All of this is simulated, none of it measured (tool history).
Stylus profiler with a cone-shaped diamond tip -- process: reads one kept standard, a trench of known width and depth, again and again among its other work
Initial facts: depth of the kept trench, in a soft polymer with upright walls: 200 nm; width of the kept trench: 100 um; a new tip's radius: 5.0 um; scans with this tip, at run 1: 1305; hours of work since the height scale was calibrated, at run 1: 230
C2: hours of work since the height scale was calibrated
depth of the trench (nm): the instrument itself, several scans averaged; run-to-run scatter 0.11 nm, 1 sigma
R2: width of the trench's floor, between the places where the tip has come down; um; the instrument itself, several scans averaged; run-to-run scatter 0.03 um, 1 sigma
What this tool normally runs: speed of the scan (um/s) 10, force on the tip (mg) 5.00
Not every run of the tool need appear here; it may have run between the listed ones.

{"run": 1, "hour": 0.0, "speed of the scan (um/s)": 10, "force on the tip (mg)": 5.0, "scans with this tip": 1305, "C2": 230, "depth of the trench (nm)": 205.43, "R2": 97.12}
{"run": 2, "hour": 13.3, "speed of the scan (um/s)": 10, "force on the tip (mg)": 5.0, "scans with this tip": 1358, "C2": 240, "depth of the trench (nm)": 205.34, "R2": 97.08}
{"run": 3, "hour": 36.1, "speed of the scan (um/s)": 10, "force on the tip (mg)": 5.0, "scans with this tip": 1450, "C2": 256, "depth of the trench (nm)": 205.34, "R2": 97.1}
{"run": 4, "hour": 53.0, "speed of the scan (um/s)": 36, "force on the tip (mg)": 5.0, "scans with this tip": 1517, "C2": 268, "depth of the trench (nm)": 205.45, "R2": 97.0}
{"run": 5, "hour": 65.6, "speed of the scan (um/s)": 10, "force on the tip (mg)": 5.0, "scans with this tip": 1568, "C2": 277, "depth of the trench (nm)": 205.48, "R2": 96.98}
{"run": 6, "hour": 79.7, "speed of the scan (um/s)": 10, "force on the tip (mg)": 5.0, "scans with this tip": 1624, "C2": 287, "depth of the trench (nm)": 205.55, "R2": 97.02}
{"run": 7, "hour": 102.9, "speed of the scan (um/s)": 10, "force on the tip (mg)": 5.0, "scans with this tip": 1716, "C2": 303, "depth of the trench (nm)": 205.45, "R2": 97.01}
{"run": 8, "hour": 131.3, "speed of the scan (um/s)": 10, "force on the tip (mg)": 3.37, "scans with this tip": 1830, "C2": 323, "depth of the trench (nm)": 204.32, "R2": 97.05}
{"run": 9, "hour": 158.5, "speed of the scan (um/s)": 10, "force on the tip (mg)": 3.37, "scans with this tip": 1938, "C2": 342, "depth of the trench (nm)": 204.3, "R2": 96.98}
{"run": 10, "hour": 183.4, "speed of the scan (um/s)": 10, "force on the tip (mg)": 3.37, "scans with this tip": 2038, "C2": 360, "depth of the trench (nm)": 204.39, "R2": 96.97}
{"run": 11, "hour": 213.3, "speed of the scan (um/s)": 10, "force on the tip (mg)": 3.37, "scans with this tip": 2157, "C2": 381, "depth of the trench (nm)": 204.31, "R2": 96.96}
{"run": 12, "hour": 233.2, "speed of the scan (um/s)": 10, "force on the tip (mg)": 3.37, "scans with this tip": 2237, "C2": 395, "depth of the trench (nm)": 204.33, "R2": 96.95}
{"run": 13, "hour": 250.0, "speed of the scan (um/s)": 10, "force on the tip (mg)": 3.37, "scans with this tip": 2304, "C2": 407, "depth of the trench (nm)": 204.09, "R2": 96.96}
{"run": 14, "hour": 276.3, "speed of the scan (um/s)": 10, "force on the tip (mg)": 3.58, "scans with this tip": 2409, "C2": 425, "depth of the trench (nm)": 204.43, "R2": 96.98}
{"run": 15, "hour": 297.7, "speed of the scan (um/s)": 10, "force on the tip (mg)": 3.58, "scans with this tip": 2494, "C2": 440, "depth of the trench (nm)": 204.56, "R2": 96.95}
{"run": 16, "hour": 319.7, "speed of the scan (um/s)": 10, "force on the tip (mg)": 3.58, "scans with this tip": 2582, "C2": 456, "depth of the trench (nm)": 204.52, "R2": 96.99}
{"run": 17, "hour": 332.6, "speed of the scan (um/s)": 10, "force on the tip (mg)": 3.58, "scans with this tip": 2634, "C2": 465, "depth of the trench (nm)": 204.42, "R2": 96.95}
{"run": 18, "hour": 344.9, "speed of the scan (um/s)": 10, "force on the tip (mg)": 3.58, "scans with this tip": 2683, "C2": 474, "depth of the trench (nm)": 204.54, "R2": 96.93}
{"run": 19, "hour": 360.3, "speed of the scan (um/s)": 10, "force on the tip (mg)": 3.58, "scans with this tip": 2744, "C2": 484, "depth of the trench (nm)": 204.49, "R2": 96.91}
{"run": 20, "hour": 380.6, "speed of the scan (um/s)": 17, "force on the tip (mg)": 5.0, "scans with this tip": 2825, "C2": 499, "depth of the trench (nm)": 205.41, "R2": 96.96}
{"run": 21, "hour": 405.7, "speed of the scan (um/s)": 10, "force on the tip (mg)": 5.0, "scans with this tip": 2926, "C2": 516, "depth of the trench (nm)": 205.58, "R2": 96.89}
{"hour": 408.5, "done": "height scale calibrated on a step standard"}
{"run": 22, "hour": 433.5, "speed of the scan (um/s)": 5, "force on the tip (mg)": 5.0, "scans with this tip": 3035, "C2": 18, "depth of the trench (nm)": 205.52, "R2": 96.93}
{"run": 23, "hour": 459.4, "speed of the scan (um/s)": 5, "force on the tip (mg)": 5.0, "scans with this tip": 3138, "C2": 36, "depth of the trench (nm)": 205.74, "R2": 96.93}
{"hour": 481.7, "done": "height scale calibrated on a step standard, once more"}
{"run": 24, "hour": 484.8, "speed of the scan (um/s)": 10, "force on the tip (mg)": 5.0, "scans with this tip": 3238, "C2": 2, "depth of the trench (nm)": 205.35, "R2": 96.86}
{"run": 25, "hour": 499.4, "speed of the scan (um/s)": 2, "force on the tip (mg)": 5.0, "scans with this tip": 3296, "C2": 12, "depth of the trench (nm)": 205.15, "R2": 96.95}
{"run": 26, "hour": 526.3, "speed of the scan (um/s)": 2, "force on the tip (mg)": 5.0, "scans with this tip": 3404, "C2": 32, "depth of the trench (nm)": 205.27, "R2": 96.92}
{"run": 27, "hour": 545.1, "speed of the scan (um/s)": 6, "force on the tip (mg)": 5.0, "scans with this tip": 3478, "C2": 45, "depth of the trench (nm)": 205.36, "R2": 96.88}
{"run": 28, "hour": 562.9, "speed of the scan (um/s)": 16, "force on the tip (mg)": 6.04, "scans with this tip": 3550, "C2": 57, "depth of the trench (nm)": 206.01, "R2": 96.8}
{"run": 29, "hour": 581.0, "speed of the scan (um/s)": 16, "force on the tip (mg)": 6.04, "scans with this tip": 3622, "C2": 70, "depth of the trench (nm)": 206.07, "R2": 96.9}
{"run": 30, "hour": 610.3, "speed of the scan (um/s)": 31, "force on the tip (mg)": 2.3, "scans with this tip": 3739, "C2": 91, "depth of the trench (nm)": 203.27, "R2": 96.7}
{"run": 31, "hour": 634.8, "speed of the scan (um/s)": 31, "force on the tip (mg)": 2.3, "scans with this tip": 3837, "C2": 108, "depth of the trench (nm)": 203.23, "R2": 96.62}
{"run": 32, "hour": 649.0, "speed of the scan (um/s)": 38, "force on the tip (mg)": 3.82, "scans with this tip": 3893, "C2": 118, "depth of the trench (nm)": 204.55, "R2": 96.7}
{"run": 33, "hour": 674.5, "speed of the scan (um/s)": 38, "force on the tip (mg)": 3.82, "scans with this tip": 3995, "C2": 136, "depth of the trench (nm)": 204.79, "R2": 96.66}
{"run": 34, "hour": 689.8, "speed of the scan (um/s)": 8, "force on the tip (mg)": 1.8, "scans with this tip": 4056, "C2": 147, "depth of the trench (nm)": 202.8, "R2": 96.8}
{"run": 35, "hour": 717.4, "speed of the scan (um/s)": 33, "force on the tip (mg)": 7.3, "scans with this tip": 4166, "C2": 166, "depth of the trench (nm)": 206.59, "R2": 96.71}
{"run": 36, "hour": 743.4, "speed of the scan (um/s)": 35, "force on the tip (mg)": 2.43, "scans with this tip": 4270, "C2": 185, "depth of the trench (nm)": 203.53, "R2": 96.59}
{"run": 37, "hour": 767.6, "speed of the scan (um/s)": 10, "force on the tip (mg)": 6.26, "scans with this tip": 4367, "C2": 202, "depth of the trench (nm)": 206.24, "R2": 96.81}
{"run": 38, "hour": 780.3, "speed of the scan (um/s)": 5, "force on the tip (mg)": 7.28, "scans with this tip": 4418, "C2": 211, "depth of the trench (nm)": 206.86, "R2": 96.79}
{"run": 39, "hour": 793.2, "speed of the scan (um/s)": 10, "force on the tip (mg)": 3.17, "scans with this tip": 4469, "C2": 220, "depth of the trench (nm)": 203.98, "R2": 96.79}
{"run": 40, "hour": 813.7, "speed of the scan (um/s)": 2, "force on the tip (mg)": 5.0, "scans with this tip": 4551, "C2": 234, "depth of the trench (nm)": 205.34, "R2": 96.8}
{"run": 41, "hour": 833.1, "speed of the scan (um/s)": 9, "force on the tip (mg)": 12.08, "scans with this tip": 4629, "C2": 248, "depth of the trench (nm)": 209.92, "R2": 96.81}
{"run": 42, "hour": 859.3, "speed of the scan (um/s)": 3, "force on the tip (mg)": 3.77, "scans with this tip": 4733, "C2": 266, "depth of the trench (nm)": 204.4, "R2": 96.82}
{"run": 43, "hour": 881.5, "speed of the scan (um/s)": 3, "force on the tip (mg)": 3.77, "scans with this tip": 4822, "C2": 282, "depth of the trench (nm)": 204.56, "R2": 96.75}
{"run": 44, "hour": 897.7, "speed of the scan (um/s)": 5, "force on the tip (mg)": 5.67, "scans with this tip": 4886, "C2": 293, "depth of the trench (nm)": 205.94, "R2": 96.69}
{"run": 45, "hour": 918.6, "speed of the scan (um/s)": 29, "force on the tip (mg)": 11.36, "scans with this tip": 4970, "C2": 308, "depth of the trench (nm)": 209.27, "R2": 96.67}
{"run": 46, "hour": 935.1, "speed of the scan (um/s)": 38, "force on the tip (mg)": 5.0, "scans with this tip": 5036, "C2": 320, "depth of the trench (nm)": 205.3, "R2": 96.64}
{"run": 47, "hour": 959.0, "speed of the scan (um/s)": 38, "force on the tip (mg)": 5.0, "scans with this tip": 5131, "C2": 337, "depth of the trench (nm)": 205.52, "R2": 96.61}

What if the next run were any one of these 3? Each begins from the tool's condition after run 47:
{"run": "A", "hour": 981.5, "speed of the scan (um/s)": 7, "force on the tip (mg)": 13.77, "scans with this tip": 5221, "C2": 352, "depth of the trench (nm)": "?", "R2": "?"}
{"run": "B", "hour": 981.5, "speed of the scan (um/s)": 10, "force on the tip (mg)": 4.31, "scans with this tip": 5221, "C2": 352, "depth of the trench (nm)": "?", "R2": "?"}
{"run": "C", "hour": 981.5, "speed of the scan (um/s)": 26, "force on the tip (mg)": 5.0, "scans with this tip": 5221, "C2": 352, "depth of the trench (nm)": "?", "R2": "?"}

run=A depth_of_the_trench_(nm)=210.60 R2=96.70
run=B depth_of_the_trench_(nm)=204.91 R2=96.71
run=C depth_of_the_trench_(nm)=205.38 R2=96.65
With no hidden state in the tool, these same runs would have given:
run=A depth_of_the_trench_(nm)=210.45 R2=97.15
run=B depth_of_the_trench_(nm)=204.77 R2=97.16
run=C depth_of_the_trench_(nm)=205.23 R2=97.10

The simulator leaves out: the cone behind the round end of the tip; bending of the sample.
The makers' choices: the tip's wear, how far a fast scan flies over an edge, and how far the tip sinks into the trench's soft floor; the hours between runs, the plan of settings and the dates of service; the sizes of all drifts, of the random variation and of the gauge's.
